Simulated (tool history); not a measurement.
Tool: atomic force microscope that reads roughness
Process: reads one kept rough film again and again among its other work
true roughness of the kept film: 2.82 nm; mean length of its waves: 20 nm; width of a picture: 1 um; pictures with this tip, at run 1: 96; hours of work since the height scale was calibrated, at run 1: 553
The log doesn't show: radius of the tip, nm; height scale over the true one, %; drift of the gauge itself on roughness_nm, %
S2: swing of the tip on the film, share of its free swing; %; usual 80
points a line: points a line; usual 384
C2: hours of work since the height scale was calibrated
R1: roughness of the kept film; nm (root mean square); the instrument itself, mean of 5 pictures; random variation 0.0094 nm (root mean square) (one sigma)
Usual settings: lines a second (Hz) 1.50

Run 1, hour 0.0: usual settings; pictures with this tip 96; C2 553. Result: R1 2.126 nm (root mean square).
At hour 24.1: new tip fitted.
Run 2, hour 27.4: usual settings; pictures with this tip 7; C2 574. Result: R1 2.138 nm (root mean square).
Run 3, hour 59.5: usual settings; pictures with this tip 81; C2 599. Result: R1 2.138 nm (root mean square).
At hour 88.2: new tip fitted.
Run 4, hour 108.8: usual settings; pictures with this tip 47; C2 637. Result: R1 2.131 nm (root mean square).
Run 5, hour 139.3: usual settings; pictures with this tip 117; C2 661. Result: R1 2.125 nm (root mean square).
At hour 153.6: new tip fitted.
Run 6, hour 168.5: usual settings; pictures with this tip 35; C2 684. Result: R1 2.119 nm (root mean square).
Run 7, hour 203.4: usual settings but points a line 351; pictures with this tip 115; C2 711. Result: R1 2.105 nm (root mean square).
At hour 216.5: new tip fitted.
Run 8, hour 250.3: usual settings but points a line 351; pictures with this tip 77; C2 748. Result: R1 2.125 nm (root mean square).
Run 9, hour 270.3: usual settings but points a line 351; pictures with this tip 123; C2 763. Result: R1 2.133 nm (root mean square).
At hour 281.6: new tip fitted.
Run 10, hour 295.3: usual settings but points a line 351; pictures with this tip 31; C2 782. Result: R1 2.130 nm (root mean square).
Run 11, hour 321.3: usual settings but points a line 351; pictures with this tip 90; C2 803. Result: R1 2.120 nm (root mean square).
At hour 346.1: new tip fitted.
Run 12, hour 367.1: usual settings but points a line 351; pictures with this tip 48; C2 838. Result: R1 2.124 nm (root mean square).
Run 13, hour 396.2: usual settings but points a line 351; pictures with this tip 115; C2 861. Result: R1 2.133 nm (root mean square).
At hour 410.0: new tip fitted.
Run 14, hour 442.5: usual settings but points a line 351; pictures with this tip 75; C2 897. Result: R1 2.110 nm (root mean square).
At hour 476.5: new tip fitted.
Run 15, hour 484.5: usual settings but points a line 351; pictures with this tip 18; C2 930. Result: R1 2.117 nm (root mean square).
Run 16, hour 509.6: usual settings; pictures with this tip 76; C2 949. Result: R1 2.118 nm (root mean square).
At hour 541.7: new tip fitted.
Run 17, hour 553.2: usual settings; pictures with this tip 26; C2 983. Result: R1 2.146 nm (root mean square).
Run 18, hour 594.9: usual settings but points a line 374; pictures with this tip 122; C2 1016. Result: R1 2.121 nm (root mean square).
At hour 608.2: new tip fitted.
Run 19, hour 626.0: usual settings; pictures with this tip 41; C2 1040. Result: R1 2.138 nm (root mean square).
Run 20, hour 652.6: usual settings but S2 87 %; pictures with this tip 102; C2 1061. Result: R1 2.036 nm (root mean square).
At hour 671.4: new tip fitted.
Run 21, hour 695.0: usual settings but S2 87 %; pictures with this tip 54; C2 1094. Result: R1 2.054 nm (root mean square).
Run 22, hour 720.6: usual settings but lines a second (Hz) 1.52; pictures with this tip 113; C2 1114. Result: R1 2.104 nm (root mean square).
At hour 735.5: new tip fitted.
Run 23, hour 757.4: usual settings but lines a second (Hz) 1.52; pictures with this tip 50; C2 1142. Result: R1 2.128 nm (root mean square).
At hour 798.9: new tip fitted.
Run 24, hour 798.9: usual settings but lines a second (Hz) 1.52; pictures with this tip 0; C2 1174. Result: R1 2.145 nm (root mean square).
Run 25, hour 841.9: usual settings but lines a second (Hz) 1.64, points a line 894; pictures with this tip 99; C2 1208. Result: R1 2.139 nm (root mean square).
At hour 864.0: new tip fitted.
Run 26, hour 890.3: usual settings but lines a second (Hz) 2.29, S2 68 %, points a line 330; pictures with this tip 60; C2 1246. Result: R1 2.168 nm (root mean square).
At hour 927.8: new tip fitted.
Run 27, hour 927.8: usual settings but lines a second (Hz) 2.29, S2 68 %, points a line 330; pictures with this tip 0; C2 1275. Result: R1 2.184 nm (root mean square).
Run 28, hour 950.0: usual settings but S2 85 %, points a line 870; pictures with this tip 51; C2 1292. Result: R1 2.111 nm (root mean square).
Run 29, hour 979.3: usual settings but S2 85 %, points a line 870; pictures with this tip 118; C2 1315. Result: R1 2.091 nm (root mean square).
At hour 993.1: new tip fitted.
Run 30, hour 1016.9: usual settings but S2 85 %, points a line 870; pictures with this tip 54; C2 1344. Result: R1 2.092 nm (root mean square).
Run 31, hour 1037.1: usual settings but lines a second (Hz) 0.55, points a line 887; pictures with this tip 101; C2 1360. Result: R1 2.334 nm (root mean square).
At hour 1056.5: new tip fitted.
Run 32, hour 1066.8: usual settings but lines a second (Hz) 3.96; pictures with this tip 24; C2 1383. Result: R1 1.799 nm (root mean square).
Run 33, hour 1104.1: usual settings but lines a second (Hz) 3.32, S2 86 %, points a line 622; pictures with this tip 109; C2 1412. Result: R1 1.736 nm (root mean square).
At hour 1122.5: new tip fitted.
Run 34, hour 1149.9: usual settings but lines a second (Hz) 3.32, S2 86 %, points a line 622; pictures with this tip 63; C2 1448. Result: R1 1.739 nm (root mean square).
Run 35, hour 1174.7: usual settings but lines a second (Hz) 0.80, S2 82 %, points a line 502; pictures with this tip 120; C2 1467. Result: R1 2.253 nm (root mean square).
At hour 1188.8: new tip fitted.
Run 36, hour 1222.9: usual settings but lines a second (Hz) 0.80, S2 82 %, points a line 502; pictures with this tip 78; C2 1505. Result: R1 2.275 nm (root mean square).
Run 37, hour 1243.0: usual settings but lines a second (Hz) 0.59, S2 63 %, points a line 282; pictures with this tip 124; C2 1520. Result: R1 2.350 nm (root mean square).
At hour 1252.6: new tip fitted.
Run 38, hour 1274.0: usual settings but lines a second (Hz) 3.27, S2 56 %, points a line 428; pictures with this tip 49; C2 1544. Result: R1 2.263 nm (root mean square).
Run 39, hour 1312.2: usual settings but lines a second (Hz) 3.80, S2 71 %, points a line 483; pictures with this tip 137; C2 1574. Result: R1 2.010 nm (root mean square).
At hour 1317.1: new tip fitted.
Run 40, hour 1352.8: usual settings but lines a second (Hz) 0.63, S2 85 %, points a line 988; pictures with this tip 81; C2 1606. Result: R1 2.289 nm (root mean square).
Run 41, hour 1374.2: usual settings but lines a second (Hz) 2.71, S2 87 %, points a line 328; pictures with this tip 131; C2 1623. Result: R1 1.782 nm (root mean square).
At hour 1382.3: new tip fitted.
Run 42, hour 1407.0: usual settings but lines a second (Hz) 2.71, S2 87 %, points a line 328; pictures with this tip 56; C2 1648. Result: R1 1.791 nm (root mean square).
At hour 1446.5: new tip fitted.
Run 43, hour 1447.8: usual settings but lines a second (Hz) 2.71, S2 87 %, points a line 328; pictures with this tip 3; C2 1679. Result: R1 1.788 nm (root mean square).
Run 44, hour 1478.5: usual settings but lines a second (Hz) 2.71, S2 87 %, points a line 328; pictures with this tip 73; C2 1704. Result: R1 1.776 nm (root mean square).
Run 45, hour 1502.7: usual settings but lines a second (Hz) 2.71, S2 87 %, points a line 328; pictures with this tip 129; C2 1723. Result: R1 1.785 nm (root mean square).
At hour 1511.6: new tip fitted.
Run 46, hour 1548.2: usual settings but lines a second (Hz) 2.71, S2 87 %, points a line 328; pictures with this tip 84; C2 1758. Result: R1 1.781 nm (root mean square).
At hour 1576.1: new tip fitted.
Run 47, hour 1587.4: usual settings but lines a second (Hz) 1.55, S2 81 %, points a line 419; pictures with this tip 26; C2 1788. Result: R1 2.120 nm (root mean square).

Forecast each of these 4 alternatives for the next run:
Run A, hour 1610.4: usual settings but lines a second (Hz) 3.23, S2 61 %, points a line 419; pictures with this tip 78; C2 1806. Result: R1 ?.
Run B, hour 1610.4: usual settings but lines a second (Hz) 1.55, S2 81 %, points a line 831; pictures with this tip 78; C2 1806. Result: R1 ?.
Run C, hour 1610.4: usual settings but lines a second (Hz) 1.55, S2 81 %, points a line 358; pictures with this tip 78; C2 1806. Result: R1 ?.
Run D, hour 1610.4: usual settings but lines a second (Hz) 2.72, S2 81 %, points a line 419; pictures with this tip 78; C2 1806. Result: R1 ?.

run     R1
  A  2.217
  B  2.136
  C  2.118
  D  1.930
Without the tool's hidden state the same runs would have given:
run     R1
  A  2.225
  B  2.144
  C  2.125
  D  1.936

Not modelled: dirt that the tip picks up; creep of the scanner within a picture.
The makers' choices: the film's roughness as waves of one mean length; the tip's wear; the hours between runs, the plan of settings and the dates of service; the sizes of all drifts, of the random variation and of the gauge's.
